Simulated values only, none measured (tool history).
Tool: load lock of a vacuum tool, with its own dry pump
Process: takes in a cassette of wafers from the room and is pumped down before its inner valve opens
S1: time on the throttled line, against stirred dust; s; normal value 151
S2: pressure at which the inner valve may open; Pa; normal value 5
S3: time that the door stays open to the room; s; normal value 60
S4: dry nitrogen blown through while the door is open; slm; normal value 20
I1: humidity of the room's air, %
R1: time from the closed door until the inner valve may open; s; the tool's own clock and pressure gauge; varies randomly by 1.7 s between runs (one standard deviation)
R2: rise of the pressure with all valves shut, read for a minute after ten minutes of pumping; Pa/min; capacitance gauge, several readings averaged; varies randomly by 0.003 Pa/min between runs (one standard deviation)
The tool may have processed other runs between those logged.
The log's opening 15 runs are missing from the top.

{"run": 16, "hour": 1728.8, "S1": 151, "S2": 5, "S3": 103, "S4": 20, "I1": 41.7, "R1": 303.1, "R2": 0.085}
{"run": 17, "hour": 1877.3, "S1": 151, "S2": 5, "S3": 60, "S4": 20, "I1": 42.8, "R1": 299.5, "R2": 0.079}
{"run": 18, "hour": 1951.3, "S1": 151, "S2": 5, "S3": 60, "S4": 20, "I1": 44.1, "R1": 301.2, "R2": 0.079}
{"run": 19, "hour": 2032.9, "S1": 151, "S2": 5, "S3": 60, "S4": 20, "I1": 48.3, "R1": 300.6, "R2": 0.085}
{"run": 20, "hour": 2172.5, "S1": 151, "S2": 5, "S3": 60, "S4": 20, "I1": 44.5, "R1": 302.1, "R2": 0.084}
{"run": 21, "hour": 2241.8, "S1": 151, "S2": 5, "S3": 28, "S4": 17, "I1": 44.3, "R1": 301.5, "R2": 0.076}
{"run": 22, "hour": 2385.0, "S1": 129, "S2": 5, "S3": 28, "S4": 10, "I1": 42.7, "R1": 286.3, "R2": 0.082}
{"run": 23, "hour": 2497.0, "S1": 129, "S2": 5, "S3": 28, "S4": 10, "I1": 43.5, "R1": 284.7, "R2": 0.091}
{"run": 24, "hour": 2571.3, "S1": 129, "S2": 4, "S3": 202, "S4": 10, "I1": 45.7, "R1": 288.7, "R2": 0.136}
{"run": 25, "hour": 2704.7, "S1": 129, "S2": 4, "S3": 202, "S4": 10, "I1": 44.7, "R1": 293.2, "R2": 0.139}
{"run": 26, "hour": 2838.2, "S1": 151, "S2": 6, "S3": 60, "S4": 20, "I1": 45.2, "R1": 301.4, "R2": 0.097}
{"run": 27, "hour": 2979.1, "S1": 215, "S2": 6, "S3": 64, "S4": 29, "I1": 46.2, "R1": 343.9, "R2": 0.099}
{"run": 28, "hour": 3102.6, "S1": 215, "S2": 6, "S3": 64, "S4": 29, "I1": 45.2, "R1": 349.6, "R2": 0.1}
{"run": 29, "hour": 3253.2, "S1": 192, "S2": 6, "S3": 50, "S4": 29, "I1": 43.5, "R1": 330.6, "R2": 0.101}
{"run": 30, "hour": 3400.7, "S1": 151, "S2": 7, "S3": 39, "S4": 24, "I1": 44.3, "R1": 300.5, "R2": 0.112}
{"run": 31, "hour": 3553.6, "S1": 129, "S2": 5, "S3": 60, "S4": 36, "I1": 46.5, "R1": 289.6, "R2": 0.11}
{"run": 32, "hour": 3638.7, "S1": 186, "S2": 5, "S3": 38, "S4": 25, "I1": 46.5, "R1": 335.4, "R2": 0.113}
{"run": 33, "hour": 3757.7, "S1": 97, "S2": 5, "S3": 121, "S4": 25, "I1": 46.5, "R1": 266.3, "R2": 0.138}
{"run": 34, "hour": 3865.9, "S1": 97, "S2": 6, "S3": 32, "S4": 25, "I1": 44.1, "R1": 260.8, "R2": 0.112}
{"run": 35, "hour": 3956.4, "S1": 114, "S2": 8, "S3": 226, "S4": 34, "I1": 44.6, "R1": 266.2, "R2": 0.147}
{"run": 36, "hour": 4105.5, "S1": 114, "S2": 8, "S3": 226, "S4": 34, "I1": 42.7, "R1": 270.2, "R2": 0.153}
{"run": 37, "hour": 4221.4, "S1": 114, "S2": 10, "S3": 226, "S4": 34, "I1": 43.4, "R1": 267.1, "R2": 0.155}
{"run": 38, "hour": 4369.0, "S1": 114, "S2": 10, "S3": 112, "S4": 20, "I1": 47.3, "R1": 264.6, "R2": 0.156}

Forecast each of these 3 alternatives for the next run:
{"run": "A", "hour": 4483.6, "S1": 86, "S2": 10, "S3": 112, "S4": 20, "I1": 42.7, "R1": "?", "R2": "?"}
{"run": "B", "hour": 4483.6, "S1": 151, "S2": 5, "S3": 79, "S4": 5, "I1": 44, "R1": "?", "R2": "?"}
{"run": "C", "hour": 4483.6, "S1": 256, "S2": 7, "S3": 60, "S4": 6, "I1": 44.5, "R1": "?", "R2": "?"}

run=A R1=244.9 R2=0.16
run=B R1=309.2 R2=0.17
run=C R1=378.9 R2=0.161
With no hidden state in the tool, these same runs would have given:
run=A R1=217.4 R2=0.053
run=B R1=281.1 R2=0.064
run=C R1=357 R2=0.053
